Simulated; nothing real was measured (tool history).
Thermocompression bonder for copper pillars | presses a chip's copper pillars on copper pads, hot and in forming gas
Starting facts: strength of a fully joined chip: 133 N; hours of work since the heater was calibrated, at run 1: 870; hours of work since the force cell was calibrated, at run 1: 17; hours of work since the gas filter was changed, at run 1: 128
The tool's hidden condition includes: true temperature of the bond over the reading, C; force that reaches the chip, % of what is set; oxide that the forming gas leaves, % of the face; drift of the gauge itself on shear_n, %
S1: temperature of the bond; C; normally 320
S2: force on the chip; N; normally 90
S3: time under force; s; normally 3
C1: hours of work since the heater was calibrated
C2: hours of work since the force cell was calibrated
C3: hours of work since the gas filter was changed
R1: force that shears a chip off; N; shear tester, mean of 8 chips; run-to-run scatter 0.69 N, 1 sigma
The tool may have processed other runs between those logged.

Run 1, day 0.000: usual settings; C1 870; C2 17; C3 128. Result: R1 37.6 N.
Run 2, day 0.396: usual settings; C1 878; C2 24; C3 135. Result: R1 37.1 N.
Run 3, day 0.758: usual settings; C1 884; C2 31; C3 142. Result: R1 37.9 N.
Run 4, day 0.929: usual settings; C1 887; C2 34; C3 145. Result: R1 38.3 N.
Run 5, day 1.229: usual settings but S2 116 N; C1 893; C2 40; C3 150. Result: R1 44.3 N.
Run 6, day 1.588: usual settings but S2 116 N; C1 899; C2 46; C3 157. Result: R1 42.5 N.
Run 7, day 1.796: usual settings but S2 116 N; C1 903; C2 50; C3 161. Result: R1 42.7 N.
Run 8, day 2.179: usual settings but S2 116 N; C1 910; C2 57; C3 168. Result: R1 42.9 N.
Run 9, day 2.379: usual settings but S2 116 N; C1 914; C2 61; C3 171. Result: R1 41.7 N.
Run 10, day 2.562: usual settings but S1 340 C, S2 116 N; C1 917; C2 64; C3 175. Result: R1 55.6 N.
Run 11, day 2.954: usual settings but S1 340 C, S2 116 N; C1 924; C2 71; C3 182. Result: R1 56.3 N.
Run 12, day 3.242: usual settings but S2 75 N; C1 930; C2 76; C3 187. Result: R1 33.3 N.
Run 13, day 3.621: usual settings; C1 937; C2 83; C3 194. Result: R1 36.4 N.
At day 3.929: heater calibrated with a thermocouple chip.
Run 14, day 4.054: usual settings; C1 2; C2 90; C3 200. Result: R1 42.7 N.
Run 15, day 4.242: usual settings; C1 6; C2 93; C3 204. Result: R1 43.1 N.
Run 16, day 4.633: usual settings; C1 13; C2 100; C3 211. Result: R1 42.8 N.
Run 17, day 4.912: usual settings but S3 7 s; C1 18; C2 105; C3 216. Result: R1 59.1 N.
Run 18, day 5.229: usual settings but S3 7 s; C1 24; C2 111; C3 222. Result: R1 58.7 N.
Run 19, day 5.588: usual settings but S1 306 C, S2 65 N, S3 7 s; C1 30; C2 118; C3 228. Result: R1 40.8 N.
Run 20, day 5.762: usual settings but S1 335 C, S2 125 N, S3 2 s; C1 34; C2 121; C3 232. Result: R1 54.8 N.
At day 6.038: forming gas filter changed.
Run 21, day 6.146: usual settings but S1 335 C, S2 125 N, S3 2 s; C1 40; C2 127; C3 2. Result: R1 58.8 N.
Run 22, day 6.396: usual settings but S1 342 C, S2 77 N, S3 2 s; C1 45; C2 132; C3 7. Result: R1 49.7 N.
Run 23, day 6.796: usual settings but S1 322 C, S2 71 N; C1 52; C2 139; C3 14. Result: R1 40.9 N.
Run 24, day 7.012: usual settings but S1 290 C, S2 96 N; C1 56; C2 143; C3 18. Result: R1 29.4 N.
Run 25, day 7.408: usual settings but S1 290 C, S2 96 N; C1 63; C2 151; C3 25. Result: R1 28.2 N.
Run 26, day 7.729: usual settings but S1 299 C, S2 84 N, S3 9 s; C1 69; C2 156; C3 31. Result: R1 50.0 N.
Run 27, day 7.954: usual settings but S1 291 C, S3 2 s; C1 73; C2 160; C3 35. Result: R1 23.8 N.
Run 28, day 8.321: usual settings but S1 293 C, S2 98 N, S3 5 s; C1 80; C2 167; C3 42. Result: R1 38.7 N.
Run 29, day 8.521: usual settings but S1 293 C, S2 98 N, S3 5 s; C1 83; C2 171; C3 45. Result: R1 38.0 N.
Run 30, day 8.692: usual settings but S1 293 C, S2 98 N, S3 5 s; C1 87; C2 174; C3 48. Result: R1 38.8 N.
Run 31, day 9.029: usual settings but S1 338 C, S2 57 N, S3 6 s; C1 93; C2 180; C3 55. Result: R1 58.0 N.
Run 32, day 9.421: usual settings but S1 325 C, S2 58 N, S3 6 s; C1 100; C2 187; C3 62. Result: R1 49.3 N.
Run 33, day 9.650: usual settings but S1 333 C, S2 59 N, S3 6 s; C1 104; C2 191; C3 66. Result: R1 53.8 N.
Run 34, day 9.912: usual settings but S1 314 C, S2 62 N, S3 2 s; C1 109; C2 196; C3 71. Result: R1 26.8 N.
Run 35, day 10.146: usual settings but S1 344 C, S2 96 N, S3 2 s; C1 113; C2 201; C3 75. Result: R1 54.5 N.

4 ways to go on from here, each from the tool as it stands after run 35. What would each give?
Run A, day 10.392: usual settings but S1 295 C, S2 133 N, S3 5 s; C1 118; C2 205; C3 79. Result: R1 ?.
Run B, day 10.392: usual settings but S1 310 C, S2 131 N, S3 2 s; C1 118; C2 205; C3 79. Result: R1 ?.
Run C, day 10.392: usual settings but S1 347 C, S2 134 N; C1 118; C2 205; C3 79. Result: R1 ?.
Run D, day 10.392: usual settings but S1 342 C, S2 63 N, S3 4 s; C1 118; C2 205; C3 79. Result: R1 ?.

run    R1
  A  46.1
  B  40.1
  C  76.9
  D  54.6
Had the tool no hidden state, the same runs would have come out as:
run    R1
  A  48.7
  B  42.4
  C  80.6
  D  57.4

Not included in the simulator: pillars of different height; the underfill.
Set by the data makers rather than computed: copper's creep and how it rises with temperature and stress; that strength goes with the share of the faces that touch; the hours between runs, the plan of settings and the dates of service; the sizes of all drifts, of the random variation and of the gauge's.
